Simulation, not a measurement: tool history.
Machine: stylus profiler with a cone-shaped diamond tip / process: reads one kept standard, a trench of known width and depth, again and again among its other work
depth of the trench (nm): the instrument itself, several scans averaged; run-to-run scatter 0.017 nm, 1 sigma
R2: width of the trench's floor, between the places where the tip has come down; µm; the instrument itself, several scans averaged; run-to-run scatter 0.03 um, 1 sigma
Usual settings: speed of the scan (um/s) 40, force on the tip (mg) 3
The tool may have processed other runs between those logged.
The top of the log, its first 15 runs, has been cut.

Run 16, hour 643.9: usual settings. Result: depth of the trench (nm) 101.82, R2 48.42 µm.
Run 17, hour 695.9: usual settings. Result: depth of the trench (nm) 101.83, R2 48.43 µm.
Run 18, hour 746.7: usual settings. Result: depth of the trench (nm) 101.89, R2 48.41 µm.
Run 19, hour 787.5: usual settings but speed of the scan (um/s) 106. Result: depth of the trench (nm) 101.89, R2 48.19 µm.
Run 20, hour 824.2: usual settings but speed of the scan (um/s) 39, force on the tip (mg) 5.75. Result: depth of the trench (nm) 102.86, R2 48.48 µm.
Run 21, hour 851.1: usual settings but speed of the scan (um/s) 106, force on the tip (mg) 1.95. Result: depth of the trench (nm) 101.43, R2 48.21 µm.
Run 22, hour 880.9: usual settings but speed of the scan (um/s) 66, force on the tip (mg) 1.92. Result: depth of the trench (nm) 101.43, R2 48.28 µm.
Run 23, hour 931: usual settings but speed of the scan (um/s) 51, force on the tip (mg) 1.05. Result: depth of the trench (nm) 100.98, R2 48.26 µm.
Run 24, hour 980.5: usual settings but speed of the scan (um/s) 29, force on the tip (mg) 6.61. Result: depth of the trench (nm) 103.12, R2 48.4 µm.
Run 25, hour 1010.3: usual settings but speed of the scan (um/s) 29, force on the tip (mg) 6.61. Result: depth of the trench (nm) 103.13, R2 48.39 µm.
Run 26, hour 1054.2: usual settings but speed of the scan (um/s) 30, force on the tip (mg) 1.35. Result: depth of the trench (nm) 101.16, R2 48.32 µm.
Run 27, hour 1084: usual settings but speed of the scan (um/s) 101, force on the tip (mg) 7.05. Result: depth of the trench (nm) 103.27, R2 48.26 µm.
Run 28, hour 1112.8: usual settings but speed of the scan (um/s) 26, force on the tip (mg) 5.77. Result: depth of the trench (nm) 102.89, R2 48.42 µm.
Run 29, hour 1156.1: usual settings but speed of the scan (um/s) 25. Result: depth of the trench (nm) 101.9, R2 48.39 µm.
Run 30, hour 1201.7: usual settings but speed of the scan (um/s) 25. Result: depth of the trench (nm) 101.92, R2 48.37 µm.
Run 31, hour 1245: usual settings but speed of the scan (um/s) 89. Result: depth of the trench (nm) 101.95, R2 48.22 µm.
Run 32, hour 1293: usual settings but speed of the scan (um/s) 32, force on the tip (mg) 1. Result: depth of the trench (nm) 100.98, R2 48.28 µm.
Run 33, hour 1335.6: usual settings but speed of the scan (um/s) 32, force on the tip (mg) 1. Result: depth of the trench (nm) 100.95, R2 48.29 µm.
Run 34, hour 1371.6: usual settings but speed of the scan (um/s) 13, force on the tip (mg) 2.19. Result: depth of the trench (nm) 101.59, R2 48.36 µm.
Run 35, hour 1418.4: usual settings but speed of the scan (um/s) 143. Result: depth of the trench (nm) 101.93, R2 48.04 µm.
Run 36, hour 1465.8: usual settings but speed of the scan (um/s) 143. Result: depth of the trench (nm) 101.94, R2 48.12 µm.

Consider 5 possible next runs. They are alternatives, not a sequence: every one starts from the tool as it was left by run 36. What does each give?
Run A, hour 1513.4: usual settings but speed of the scan (um/s) 38. Result: depth of the trench (nm) ?, R2 ?.
Run B, hour 1513.4: usual settings but speed of the scan (um/s) 44. Result: depth of the trench (nm) ?, R2 ?.
Run C, hour 1513.4: usual settings but speed of the scan (um/s) 28, force on the tip (mg) 6.03. Result: depth of the trench (nm) ?, R2 ?.
Run D, hour 1513.4: usual settings but speed of the scan (um/s) 13, force on the tip (mg) 1.7. Result: depth of the trench (nm) ?, R2 ?.
Run E, hour 1513.4: usual settings but speed of the scan (um/s) 34, force on the tip (mg) 1.02. Result: depth of the trench (nm) ?, R2 ?.

run  depth of the trench (nm)     R2
  A                    101.97  48.31
  B                    101.93   48.3
  C                    103.01  48.38
  D                    101.36  48.37
  E                    101.01  48.29
With no hidden state in the tool, these same runs would have given:
run  depth of the trench (nm)     R2
  A                    101.82  48.52
  B                    101.79   48.5
  C                    102.87  48.58
  D                    101.22  48.58
  E                    100.86   48.5
